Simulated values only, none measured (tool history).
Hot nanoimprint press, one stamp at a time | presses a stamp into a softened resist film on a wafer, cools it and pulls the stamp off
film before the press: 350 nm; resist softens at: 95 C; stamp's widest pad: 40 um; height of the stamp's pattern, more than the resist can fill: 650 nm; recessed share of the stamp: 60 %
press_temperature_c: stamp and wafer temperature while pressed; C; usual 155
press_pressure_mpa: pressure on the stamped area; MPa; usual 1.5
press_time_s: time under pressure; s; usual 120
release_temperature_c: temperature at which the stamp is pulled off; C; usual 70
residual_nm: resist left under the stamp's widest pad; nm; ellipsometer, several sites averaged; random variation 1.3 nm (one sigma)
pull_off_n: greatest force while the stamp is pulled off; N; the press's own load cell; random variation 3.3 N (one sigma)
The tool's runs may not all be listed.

run 1 day=0 | press_temperature_c=155 press_pressure_mpa=1.5 press_time_s=120 release_temperature_c=70 | residual_nm=204.8 pull_off_n=220
run 2 day=3.738 | press_temperature_c=155 press_pressure_mpa=1.5 press_time_s=120 release_temperature_c=70 | residual_nm=204.3 pull_off_n=243
-- day=5.433 stamp cleaned and given a new release coat
run 3 day=6.6 | press_temperature_c=155 press_pressure_mpa=1.5 press_time_s=120 release_temperature_c=70 | residual_nm=207.5 pull_off_n=165
run 4 day=10.075 | press_temperature_c=155 press_pressure_mpa=1.5 press_time_s=120 release_temperature_c=70 | residual_nm=206.1 pull_off_n=190
-- day=10.854 plate thermocouple calibrated
run 5 day=12.821 | press_temperature_c=155 press_pressure_mpa=1.5 press_time_s=120 release_temperature_c=70 | residual_nm=198.5 pull_off_n=201
run 6 day=15.696 | press_temperature_c=155 press_pressure_mpa=1.5 press_time_s=120 release_temperature_c=66 | residual_nm=199.9 pull_off_n=241
run 7 day=18.508 | press_temperature_c=155 press_pressure_mpa=1.5 press_time_s=120 release_temperature_c=66 | residual_nm=205.2 pull_off_n=258
-- day=19.583 stamp cleaned and given a new release coat
run 8 day=22.921 | press_temperature_c=155 press_pressure_mpa=1.5 press_time_s=120 release_temperature_c=66 | residual_nm=205 pull_off_n=196
run 9 day=25.933 | press_temperature_c=155 press_pressure_mpa=1.5 press_time_s=84 release_temperature_c=70 | residual_nm=231.5 pull_off_n=195
-- day=28.104 plate thermocouple calibrated
run 10 day=29.371 | press_temperature_c=155 press_pressure_mpa=1.5 press_time_s=84 release_temperature_c=70 | residual_nm=224.2 pull_off_n=216
run 11 day=32.908 | press_temperature_c=155 press_pressure_mpa=1.5 press_time_s=84 release_temperature_c=70 | residual_nm=229.4 pull_off_n=241
-- day=33.712 stamp cleaned and given a new release coat
run 12 day=36.925 | press_temperature_c=154 press_pressure_mpa=1.5 press_time_s=69 release_temperature_c=56 | residual_nm=247.6 pull_off_n=220
run 13 day=40.129 | press_temperature_c=154 press_pressure_mpa=1.5 press_time_s=69 release_temperature_c=56 | residual_nm=247.5 pull_off_n=259
run 14 day=42.012 | press_temperature_c=155 press_pressure_mpa=1.35 press_time_s=120 release_temperature_c=75 | residual_nm=216.9 pull_off_n=197
run 15 day=44.95 | press_temperature_c=156 press_pressure_mpa=1.35 press_time_s=175 release_temperature_c=64 | residual_nm=188.5 pull_off_n=246
-- day=45.388 plate thermocouple calibrated
-- day=47.879 stamp cleaned and given a new release coat
run 16 day=49.404 | press_temperature_c=155 press_pressure_mpa=1.5 press_time_s=120 release_temperature_c=68 | residual_nm=205.2 pull_off_n=178
run 17 day=51.675 | press_temperature_c=155 press_pressure_mpa=1.5 press_time_s=120 release_temperature_c=68 | residual_nm=204.5 pull_off_n=198

Forecast run 18:
run 18 day=54.542 | press_temperature_c=149 press_pressure_mpa=2.3 press_time_s=79 release_temperature_c=74 | residual_nm=? pull_off_n=?

Run 18 gave residual_nm 245.4 nm, pull_off_n 188 N.
Without the tool's hidden state the same run would have given residual_nm 236.8 nm, pull_off_n 147 N.
